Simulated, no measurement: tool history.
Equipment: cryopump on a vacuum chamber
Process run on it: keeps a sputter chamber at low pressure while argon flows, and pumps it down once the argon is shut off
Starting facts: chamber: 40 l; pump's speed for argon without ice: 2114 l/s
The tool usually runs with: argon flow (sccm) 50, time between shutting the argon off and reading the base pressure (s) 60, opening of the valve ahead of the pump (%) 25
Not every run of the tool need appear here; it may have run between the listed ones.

run,hour,argon flow (sccm),time between shutting the argon off and reading the base pressure (s),opening of the valve ahead of the pump (%),pressure while argon flows (Pa),pressure after the wait (uPa)
1,0.0,50,60,25,0.1607,2.21
2,30.4,50,60,25,0.1617,2.22
3,58.8,50,60,25,0.1616,2.25
4,92.1,50,60,25,0.1619,2.20
5,112.4,50,60,25,0.1629,2.30
6,138.3,50,65,25,0.1626,2.16
7,184.0,50,65,25,0.1636,2.30
8,217.3,50,60,25,0.1617,2.32
9,243.0,50,60,25,0.1618,2.37
10,277.0,50,60,25,0.1627,2.35
11,300.6,50,60,25,0.1636,2.48
12,336.0,50,60,25,0.1630,2.54
13,365.3,50,60,45,0.0916,2.51
14,399.4,71,60,45,0.1322,2.42
15,433.0,71,60,45,0.1307,2.52
16,472.3,71,60,45,0.1308,2.57
17,507.4,71,60,45,0.1315,2.59
18,541.7,45,227,45,0.0838,2.05
19,583.0,45,31,29,0.1285,3.30
20,605.4,45,31,29,0.1271,3.41
21,632.3,45,31,21,0.1744,3.43
22,667.0,45,31,21,0.1750,3.38
23,714.7,50,258,25,0.1652,2.19
24,740.5,25,60,36,0.0580,2.78
25,778.3,98,46,25,0.3239,3.04
26,800.7,98,84,24,0.3371,2.57
27,823.6,53,30,21,0.2079,3.61
28,870.2,46,65,21,0.1818,2.78
29,897.0,46,65,21,0.1797,2.86
30,944.0,63,65,21,0.2475,2.83
31,974.5,63,65,21,0.2476,2.99
32,1009.6,63,65,21,0.2486,2.98
33,1033.0,63,65,21,0.2492,3.03

Here are 4 independent what-if runs from the current tool condition. What would each one return?
# hour 1055.1: leaking fittings of the chamber tightened, without venting
A,1083.2,43,60,25,?,?
# hour 1055.1: leaking fittings of the chamber tightened, without venting
B,1083.2,39,60,33,?,?
# hour 1055.1: leaking fittings of the chamber tightened, without venting
C,1083.2,50,197,58,?,?
# hour 1055.1: leaking fittings of the chamber tightened, without venting
D,1083.2,63,65,48,?,?

run,pressure while argon flows (Pa),pressure after the wait (uPa)
A,0.1431,1.02
B,0.1002,0.99
C,0.0760,0.43
D,0.1140,0.92
With no hidden state in the tool, these same runs would have given:
run,pressure while argon flows (Pa),pressure after the wait (uPa)
A,0.1372,0.97
B,0.0948,0.94
C,0.0691,0.38
D,0.1053,0.86

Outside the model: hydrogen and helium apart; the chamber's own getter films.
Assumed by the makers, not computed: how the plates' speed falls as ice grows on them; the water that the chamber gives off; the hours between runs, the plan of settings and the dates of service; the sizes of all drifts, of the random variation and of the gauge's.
